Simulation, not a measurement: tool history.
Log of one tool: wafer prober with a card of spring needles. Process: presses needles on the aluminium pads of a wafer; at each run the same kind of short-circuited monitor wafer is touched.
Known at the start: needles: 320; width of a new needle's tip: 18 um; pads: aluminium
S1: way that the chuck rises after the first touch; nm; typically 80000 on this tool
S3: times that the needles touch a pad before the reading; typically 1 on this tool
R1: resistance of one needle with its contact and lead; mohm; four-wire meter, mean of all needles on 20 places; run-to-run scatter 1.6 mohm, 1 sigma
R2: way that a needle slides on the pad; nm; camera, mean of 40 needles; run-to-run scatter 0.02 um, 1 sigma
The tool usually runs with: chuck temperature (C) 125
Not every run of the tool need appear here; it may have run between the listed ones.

run 1 hour=0 | S1=80000 chuck_temperature_(C)=125 S3=1 | R1=161 R2=10840
-- hour=7.2 tips cleaned on abrasive film
-- hour=19 tips cleaned on abrasive film
run 2 hour=26.1 | S1=80000 chuck_temperature_(C)=115 S3=1 | R1=159 R2=10840
-- hour=30.7 tips cleaned on abrasive film
-- hour=40.3 tips cleaned on abrasive film
-- hour=49.8 tips cleaned on abrasive film
-- hour=61.6 tips cleaned on abrasive film
run 3 hour=61.9 | S1=80000 chuck_temperature_(C)=125 S3=1 | R1=162 R2=10850
-- hour=71.4 tips cleaned on abrasive film
-- hour=80.9 tips cleaned on abrasive film
-- hour=92.7 tips cleaned on abrasive film
run 4 hour=99.2 | S1=80000 chuck_temperature_(C)=125 S3=1 | R1=161 R2=10860
-- hour=104 tips cleaned on abrasive film
-- hour=113.5 tips cleaned on abrasive film
-- hour=125.4 tips cleaned on abrasive film
run 5 hour=127.5 | S1=77000 chuck_temperature_(C)=125 S3=1 | R1=163 R2=10450
-- hour=137 tips cleaned on abrasive film
-- hour=146.5 tips cleaned on abrasive film
run 6 hour=150 | S1=77000 chuck_temperature_(C)=125 S3=1 | R1=163 R2=10410
-- hour=155 height of the first contact set anew
-- hour=157.5 tips cleaned on abrasive film
-- hour=167 tips cleaned on abrasive film
-- hour=178.7 tips cleaned on abrasive film
run 7 hour=183 | S1=80000 chuck_temperature_(C)=125 S3=1 | R1=160 R2=10840
-- hour=190.2 tips cleaned on abrasive film
-- hour=202.1 tips cleaned on abrasive film
-- hour=213.9 tips cleaned on abrasive film
-- hour=223.5 tips cleaned on abrasive film
run 8 hour=227.8 | S1=80000 chuck_temperature_(C)=125 S3=1 | R1=159 R2=10850
-- hour=235 tips cleaned on abrasive film
-- hour=246.7 tips cleaned on abrasive film
-- hour=256.2 tips cleaned on abrasive film
-- hour=268.1 tips cleaned on abrasive film
run 9 hour=273.9 | S1=80000 chuck_temperature_(C)=125 S3=1 | R1=159 R2=10870
-- hour=278.7 tips cleaned on abrasive film
-- hour=288.2 tips cleaned on abrasive film
-- hour=300.1 tips cleaned on abrasive film
-- hour=312 tips cleaned on abrasive film
-- hour=321.5 tips cleaned on abrasive film
-- hour=323.9 height of the first contact set anew
run 10 hour=323.9 | S1=80000 chuck_temperature_(C)=125 S3=2 | R1=160 R2=10850
-- hour=333.2 tips cleaned on abrasive film
-- hour=342.7 tips cleaned on abrasive film
-- hour=352.2 tips cleaned on abrasive film
-- hour=361.7 tips cleaned on abrasive film
run 11 hour=365.7 | S1=80000 chuck_temperature_(C)=125 S3=2 | R1=159 R2=10840
-- hour=372.9 tips cleaned on abrasive film
-- hour=382.4 tips cleaned on abrasive film
-- hour=394.2 tips cleaned on abrasive film
-- hour=403.8 tips cleaned on abrasive film
-- hour=415.6 tips cleaned on abrasive film
run 12 hour=416.8 | S1=80000 chuck_temperature_(C)=125 S3=1 | R1=161 R2=10850
-- hour=426.2 tips cleaned on abrasive film
-- hour=435.7 tips cleaned on abrasive film
run 13 hour=440.8 | S1=80000 chuck_temperature_(C)=125 S3=1 | R1=162 R2=10840
-- hour=445.6 tips cleaned on abrasive film
-- hour=457.3 tips cleaned on abrasive film
-- hour=469 tips cleaned on abrasive film
-- hour=480.9 tips cleaned on abrasive film
-- hour=492.7 tips cleaned on abrasive film
-- hour=493 height of the first contact set anew
run 14 hour=493.6 | S1=80000 chuck_temperature_(C)=125 S3=1 | R1=158 R2=10850
-- hour=503.1 tips cleaned on abrasive film
-- hour=512.6 tips cleaned on abrasive film
-- hour=524.3 tips cleaned on abrasive film
-- hour=534.5 tips cleaned on abrasive film
run 15 hour=534.5 | S1=80000 chuck_temperature_(C)=125 S3=1 | R1=159 R2=10870
-- hour=544 tips cleaned on abrasive film
-- hour=555.9 tips cleaned on abrasive film
-- hour=567.6 tips cleaned on abrasive film
-- hour=577.1 tips cleaned on abrasive film
run 16 hour=577.3 | S1=80000 chuck_temperature_(C)=125 S3=1 | R1=160 R2=10840
-- hour=586.8 tips cleaned on abrasive film
-- hour=596.4 tips cleaned on abrasive film
-- hour=608.2 tips cleaned on abrasive film
-- hour=620.1 tips cleaned on abrasive film
run 17 hour=629 | S1=62000 chuck_temperature_(C)=60 S3=2 | R1=155 R2=8450
-- hour=631.4 tips cleaned on abrasive film
-- hour=643.3 tips cleaned on abrasive film
-- hour=655.1 tips cleaned on abrasive film
-- hour=660.1 height of the first contact set anew
-- hour=664.9 tips cleaned on abrasive film
-- hour=676.2 tips cleaned on abrasive film
run 18 hour=676.2 | S1=62000 chuck_temperature_(C)=60 S3=2 | R1=154 R2=8420
-- hour=688.1 tips cleaned on abrasive film
-- hour=697.6 tips cleaned on abrasive film
-- hour=709.4 tips cleaned on abrasive film
-- hour=721 tips cleaned on abrasive film
run 19 hour=722.8 | S1=74000 chuck_temperature_(C)=60 S3=2 | R1=151 R2=10030
-- hour=732.2 tips cleaned on abrasive film
-- hour=741.7 tips cleaned on abrasive film
-- hour=751.2 tips cleaned on abrasive film
-- hour=763.1 tips cleaned on abrasive film
run 20 hour=765.5 | S1=74000 chuck_temperature_(C)=38 S3=2 | R1=148 R2=10050
-- hour=772.6 tips cleaned on abrasive film
-- hour=784.4 tips cleaned on abrasive film
-- hour=793.9 tips cleaned on abrasive film
run 21 hour=803 | S1=67000 chuck_temperature_(C)=49 S3=1 | R1=148 R2=9070
-- hour=805.4 tips cleaned on abrasive film
-- hour=814.9 tips cleaned on abrasive film
-- hour=824.5 tips cleaned on abrasive film
-- hour=829.5 height of the first contact set anew
-- hour=836.6 tips cleaned on abrasive film
run 22 hour=844.9 | S1=67000 chuck_temperature_(C)=49 S3=1 | R1=151 R2=9090
-- hour=847.3 tips cleaned on abrasive film
-- hour=856.8 tips cleaned on abrasive film
-- hour=868.6 tips cleaned on abrasive film
run 23 hour=869.4 | S1=62000 chuck_temperature_(C)=49 S3=1 | R1=150 R2=8420
-- hour=878.9 tips cleaned on abrasive film
-- hour=890.7 tips cleaned on abrasive film
-- hour=902.5 tips cleaned on abrasive film
-- hour=914.2 tips cleaned on abrasive film
run 24 hour=920.4 | S1=98000 chuck_temperature_(C)=69 S3=3 | R1=149 R2=13290
-- hour=925.2 tips cleaned on abrasive film
-- hour=937.1 tips cleaned on abrasive film
-- hour=946.6 tips cleaned on abrasive film
run 25 hour=950.9 | S1=64000 chuck_temperature_(C)=49 S3=3 | R1=149 R2=8660
-- hour=958.1 tips cleaned on abrasive film
-- hour=970 tips cleaned on abrasive film
-- hour=981.8 tips cleaned on abrasive film
-- hour=991.4 tips cleaned on abrasive film
-- hour=998.7 height of the first contact set anew
-- hour=1003.4 tips cleaned on abrasive film
run 26 hour=1003.4 | S1=64000 chuck_temperature_(C)=49 S3=3 | R1=151 R2=8700

Below are 3 alternative next runs, each starting from the tool's condition after run 26. Predict each:
-- hour=1015.3 tips cleaned on abrasive film
-- hour=1027 tips cleaned on abrasive film
-- hour=1038.9 tips cleaned on abrasive film
run A hour=1039.8 | S1=80000 chuck_temperature_(C)=75 S3=3 | R1=? R2=?
-- hour=1015.3 tips cleaned on abrasive film
-- hour=1027 tips cleaned on abrasive film
-- hour=1038.9 tips cleaned on abrasive film
run B hour=1039.8 | S1=80000 chuck_temperature_(C)=125 S3=1 | R1=? R2=?
-- hour=1015.3 tips cleaned on abrasive film
-- hour=1027 tips cleaned on abrasive film
-- hour=1038.9 tips cleaned on abrasive film
run C hour=1039.8 | S1=95000 chuck_temperature_(C)=80 S3=1 | R1=? R2=?

run=A R1=152 R2=10870
run=B R1=161 R2=10840
run=C R1=154 R2=12880
Without the tool's hidden state the same runs would have given:
run=A R1=152 R2=10870
run=B R1=161 R2=10840
run=C R1=154 R2=12880
